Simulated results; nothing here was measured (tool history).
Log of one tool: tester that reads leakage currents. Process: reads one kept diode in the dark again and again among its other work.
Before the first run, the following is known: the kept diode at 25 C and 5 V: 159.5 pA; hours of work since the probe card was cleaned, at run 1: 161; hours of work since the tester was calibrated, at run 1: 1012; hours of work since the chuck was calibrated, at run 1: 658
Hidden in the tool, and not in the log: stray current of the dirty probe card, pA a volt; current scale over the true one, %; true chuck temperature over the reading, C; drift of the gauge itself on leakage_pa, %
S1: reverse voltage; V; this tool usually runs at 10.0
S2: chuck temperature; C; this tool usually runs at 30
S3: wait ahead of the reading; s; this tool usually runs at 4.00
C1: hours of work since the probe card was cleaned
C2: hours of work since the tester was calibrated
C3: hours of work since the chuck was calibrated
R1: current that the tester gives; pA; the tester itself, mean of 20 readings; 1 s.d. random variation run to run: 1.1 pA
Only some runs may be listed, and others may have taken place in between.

Run 1, hour 0.0: usual settings; C1 161; C2 1012; C3 658. Result: R1 392.50 pA.
Run 2, hour 32.0: usual settings; C1 186; C2 1037; C3 683. Result: R1 393.99 pA.
Run 3, hour 54.3: usual settings; C1 204; C2 1054; C3 700. Result: R1 394.60 pA.
Run 4, hour 79.7: usual settings but S1 11.8 V; C1 223; C2 1074; C3 720. Result: R1 435.74 pA.
Run 5, hour 108.2: usual settings but S1 9.2 V; C1 246; C2 1096; C3 742. Result: R1 378.91 pA.
Run 6, hour 133.9: usual settings but S1 9.2 V; C1 266; C2 1116; C3 762. Result: R1 381.34 pA.
Run 7, hour 169.6: usual settings but S2 52 C, S3 0.47 s; C1 294; C2 1144; C3 790. Result: R1 2339.69 pA.
Run 8, hour 187.2: usual settings but S2 46 C, S3 5.37 s; C1 307; C2 1158; C3 804. Result: R1 1483.18 pA.
Run 9, hour 215.5: usual settings but S2 39 C; C1 330; C2 1180; C3 826. Result: R1 850.16 pA.
Run 10, hour 237.6: usual settings but S1 5.2 V, S2 29 C, S3 0.98 s; C1 347; C2 1197; C3 843. Result: R1 253.26 pA.
Run 11, hour 254.5: usual settings but S1 5.2 V, S2 40 C, S3 0.33 s; C1 360; C2 1210; C3 857. Result: R1 632.89 pA.
Run 12, hour 274.5: usual settings but S2 21 C, S3 1.22 s; C1 376; C2 1226; C3 872. Result: R1 183.24 pA.

Predict each of these 4 candidate next runs independently; none follows another, all start after run 12:
Run A, hour 309.9: usual settings but S1 4.0 V, S2 23 C, S3 0.81 s; C1 403; C2 1254; C3 900. Result: R1 ?.
Run B, hour 309.9: usual settings but S1 11.2 V, S2 56 C, S3 2.38 s; C1 403; C2 1254; C3 900. Result: R1 ?.
Run C, hour 309.9: usual settings but S1 19.2 V, S3 0.33 s; C1 403; C2 1254; C3 900. Result: R1 ?.
Run D, hour 309.9: usual settings but S1 4.3 V, S2 21 C, S3 0.74 s; C1 403; C2 1254; C3 900. Result: R1 ?.

run       R1
  A   128.71
  B  3396.58
  C   595.09
  D   112.31
Without the tool's hidden state the same runs would have given:
run       R1
  A   117.11
  B  3173.25
  C   543.68
  D   101.82
